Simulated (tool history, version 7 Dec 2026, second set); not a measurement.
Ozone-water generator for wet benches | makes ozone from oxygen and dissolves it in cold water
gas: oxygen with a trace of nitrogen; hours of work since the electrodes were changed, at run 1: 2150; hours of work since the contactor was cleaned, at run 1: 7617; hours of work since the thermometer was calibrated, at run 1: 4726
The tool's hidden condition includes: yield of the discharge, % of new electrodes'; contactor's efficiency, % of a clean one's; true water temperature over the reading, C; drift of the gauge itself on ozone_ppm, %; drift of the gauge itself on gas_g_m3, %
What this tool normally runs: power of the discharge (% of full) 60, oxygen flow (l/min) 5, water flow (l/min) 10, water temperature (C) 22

run,hour,power of the discharge (% of full),oxygen flow (l/min),water flow (l/min),water temperature (C),hours of work since the electrodes were changed,hours of work since the contactor was cleaned,hours of work since the thermometer was calibrated,dissolved ozone (ppm),ozone in the gas ahead of the water (g/m3)
1,0,60,5,10,22,2150,7617,4726,30.2,213.2
2,79.6,60,5,10,22,2217,7684,4793,29.9,213.8
3,165.1,60,5,10,22,2289,7756,4865,30.1,214.2
4,273.4,60,5,10,22,2380,7846,4955,29.9,214
5,392.3,60,5,10,22,2479,7946,5055,29.7,214
6,502.2,60,5,10,22,2572,8038,5147,29.7,213.9
7,576.4,60,5,6,22,2634,8101,5210,38.8,213.7
8,684.6,60,5,6,22,2725,8191,5300,38.6,212.5
9,771.2,60,7.55,10,22,2797,8264,5373,29.4,182
10,876.5,60,7.55,10,22,2886,8352,5461,29.3,182.2
11,955.2,60,7.55,10,22,2952,8419,5528,29.7,183.2
# hour 1004.3: contactor cleaned
12,1016.3,60,7.55,10,22,3000,10,5575,29.1,181.8
# hour 1096.2: water thermometer calibrated
13,1126.2,60,2.76,10,22,3091,102,25,29,260.5
14,1191.6,60,2.76,10,22,3146,157,80,29,262.6
15,1259.7,60,2.76,10,22,3204,214,137,28.7,263.5
16,1335,60,4.72,8,22,3267,277,200,34.1,216
17,1398.1,60,4.72,8,22,3320,330,253,34.1,218.6
18,1508.9,60,4.72,8,22,3413,423,346,33.6,216.5
19,1597.9,60,4.72,8,22,3487,498,421,33.9,214.8
20,1669.9,60,4.72,8,22,3548,558,481,34,213.4
21,1764.8,60,3.18,8,20,3627,638,561,34.8,246.8
22,1819.4,60,3.18,8,20,3673,683,607,36,250.3
23,1878.3,60,3.18,8,20,3723,733,656,35,246.1
24,1931,60,3.18,8,14,3767,777,700,39.3,247.5
25,2014.3,48,5,10,22,3837,847,770,25.9,181.1
26,2063.9,48,6.64,10,27,3878,889,812,23.4,164.9
27,2176.3,60,5,13,22,3973,983,906,25.3,209.6
28,2293.5,60,5,10,22,4071,1081,1005,30,209.5

What if the next run were any one of these 3? Each begins from the tool's condition after run 28:
A,2377.9,75,5.54,8,22,4142,1152,1075,?,?
B,2377.9,60,5,11,22,4142,1152,1075,?,?
C,2377.9,42,5,15,22,4142,1152,1075,?,?

run,dissolved ozone (ppm),ozone in the gas ahead of the water (g/m3)
A,38.7,231.1
B,27.8,211.3
C,18.4,166.7
Without the tool's unlogged condition, the same runs would have read:
run,dissolved ozone (ppm),ozone in the gas ahead of the water (g/m3)
A,38.7,237.1
B,27.8,216.8
C,18.5,170.9
